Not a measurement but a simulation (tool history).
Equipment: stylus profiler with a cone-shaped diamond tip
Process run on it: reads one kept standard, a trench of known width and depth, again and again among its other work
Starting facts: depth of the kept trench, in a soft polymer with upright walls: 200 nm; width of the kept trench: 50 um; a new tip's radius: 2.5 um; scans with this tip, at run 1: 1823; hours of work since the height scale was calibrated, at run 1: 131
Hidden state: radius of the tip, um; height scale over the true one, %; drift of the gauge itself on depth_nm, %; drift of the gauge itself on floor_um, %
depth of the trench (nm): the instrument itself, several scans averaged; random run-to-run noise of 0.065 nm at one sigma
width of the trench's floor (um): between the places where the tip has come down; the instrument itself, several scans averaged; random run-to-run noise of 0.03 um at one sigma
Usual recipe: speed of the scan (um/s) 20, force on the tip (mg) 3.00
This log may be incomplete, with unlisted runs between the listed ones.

run,hour,speed of the scan (um/s),force on the tip (mg),scans with this tip,hours of work since the height scale was calibrated,depth of the trench (nm),width of the trench's floor (um)
1,0.0,20,3.00,1823,131,203.82,47.82
2,18.2,20,3.00,1971,142,203.69,47.80
3,51.9,20,3.00,2244,161,203.78,47.85
4,68.2,20,3.00,2376,171,203.82,47.80
5,104.3,20,3.00,2669,192,203.70,47.80
6,122.3,20,3.00,2815,202,203.60,47.83
7,160.2,20,3.00,3122,224,203.73,47.80
8,187.0,20,3.00,3340,240,203.69,47.80
9,222.4,12,6.92,3627,261,206.56,47.90
10,250.7,66,3.00,3857,277,203.70,47.58
11,274.1,14,1.27,4046,291,201.90,47.76
12,291.6,14,1.27,4188,301,201.95,47.78
13,310.4,49,1.95,4341,312,202.68,47.66
14,326.9,13,1.12,4474,321,201.75,47.74

Branching from run 14: 3 alternative next runs. What would each branch give?
A,344.8,11,1.23,4619,332,?,?
B,344.8,20,1.85,4619,332,?,?
C,344.8,20,3.43,4619,332,?,?

run,depth of the trench (nm),width of the trench's floor (um)
A,201.85,47.75
B,202.56,47.72
C,204.07,47.71
Had the tool no hidden state, the same runs would have come out as:
run,depth of the trench (nm),width of the trench's floor (um)
A,202.15,47.96
B,202.86,47.93
C,204.37,47.91

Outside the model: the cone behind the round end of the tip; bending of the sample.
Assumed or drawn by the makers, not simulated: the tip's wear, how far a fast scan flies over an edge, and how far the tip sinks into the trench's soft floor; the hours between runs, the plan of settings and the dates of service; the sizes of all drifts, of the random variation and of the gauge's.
